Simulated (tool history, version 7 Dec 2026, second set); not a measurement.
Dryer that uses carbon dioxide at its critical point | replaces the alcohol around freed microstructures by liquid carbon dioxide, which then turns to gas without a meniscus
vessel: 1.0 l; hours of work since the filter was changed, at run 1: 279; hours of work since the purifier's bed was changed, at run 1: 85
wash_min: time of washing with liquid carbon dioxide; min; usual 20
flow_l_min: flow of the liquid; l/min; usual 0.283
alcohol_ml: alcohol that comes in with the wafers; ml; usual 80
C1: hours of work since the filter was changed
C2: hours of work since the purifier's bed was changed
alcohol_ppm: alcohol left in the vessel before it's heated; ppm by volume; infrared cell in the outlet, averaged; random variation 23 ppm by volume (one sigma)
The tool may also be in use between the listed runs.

Run 1, hour 0.0: usual settings; C1 279; C2 85. Result: alcohol_ppm 1820 ppm by volume.
Run 2, hour 10.6: usual settings; C1 283; C2 88. Result: alcohol_ppm 1859 ppm by volume.
Run 3, hour 20.6: usual settings; C1 286; C2 92. Result: alcohol_ppm 1878 ppm by volume.
Run 4, hour 27.6: usual settings; C1 289; C2 94. Result: alcohol_ppm 1793 ppm by volume.
Run 5, hour 34.9: usual settings; C1 291; C2 97. Result: alcohol_ppm 1867 ppm by volume.
Run 6, hour 45.6: usual settings; C1 295; C2 100. Result: alcohol_ppm 1878 ppm by volume.
Run 7, hour 53.4: usual settings but wash_min 14 min; C1 297; C2 103. Result: alcohol_ppm 5715 ppm by volume.
Run 8, hour 66.2: usual settings but wash_min 14 min; C1 302; C2 107. Result: alcohol_ppm 5771 ppm by volume.
Run 9, hour 76.0: usual settings but wash_min 14 min; C1 305; C2 111. Result: alcohol_ppm 5678 ppm by volume.
Run 10, hour 88.3: usual settings but wash_min 14 min; C1 309; C2 115. Result: alcohol_ppm 5668 ppm by volume.
Run 11, hour 95.7: usual settings but flow_l_min 0.336 l/min, alcohol_ml 73 ml; C1 312; C2 117. Result: alcohol_ppm 806 ppm by volume.
Run 12, hour 104.5: usual settings but flow_l_min 0.397 l/min; C1 315; C2 120. Result: alcohol_ppm 361 ppm by volume.
Run 13, hour 115.1: usual settings but flow_l_min 0.277 l/min; C1 318; C2 124. Result: alcohol_ppm 2034 ppm by volume.
Run 14, hour 120.8: usual settings but alcohol_ml 99 ml; C1 320; C2 126. Result: alcohol_ppm 2313 ppm by volume.
Run 15, hour 129.5: usual settings but wash_min 28 min; C1 323; C2 129. Result: alcohol_ppm 450 ppm by volume.
Run 16, hour 142.5: usual settings but wash_min 28 min; C1 328; C2 133. Result: alcohol_ppm 448 ppm by volume.
Run 17, hour 150.3: usual settings but flow_l_min 0.284 l/min, alcohol_ml 89 ml; C1 330; C2 136. Result: alcohol_ppm 2084 ppm by volume.
Run 18, hour 163.0: usual settings but alcohol_ml 82 ml; C1 335; C2 140. Result: alcohol_ppm 1893 ppm by volume.
Run 19, hour 173.5: usual settings but alcohol_ml 82 ml; C1 338; C2 144. Result: alcohol_ppm 1956 ppm by volume.

Some steps in alcohol_ppm between neighbouring runs. How much of each would the tool show without its hidden state too (settings, what came in, random variation), and how much is left for the hidden state, with any gauge scatter that isn't in both results?
The hidden state here: flow that reaches the vessel past the clogged filter, %; alcohol in the recycled carbon dioxide, ppm; drift of the gauge itself on alcohol_ppm, %.
Run 10 -> 11: wash_min 14 -> 20, flow_l_min 0.283 -> 0.336, alcohol_ml 80 -> 73. alcohol_ppm -4862 ppm by volume: hidden state -545, all else -4317.
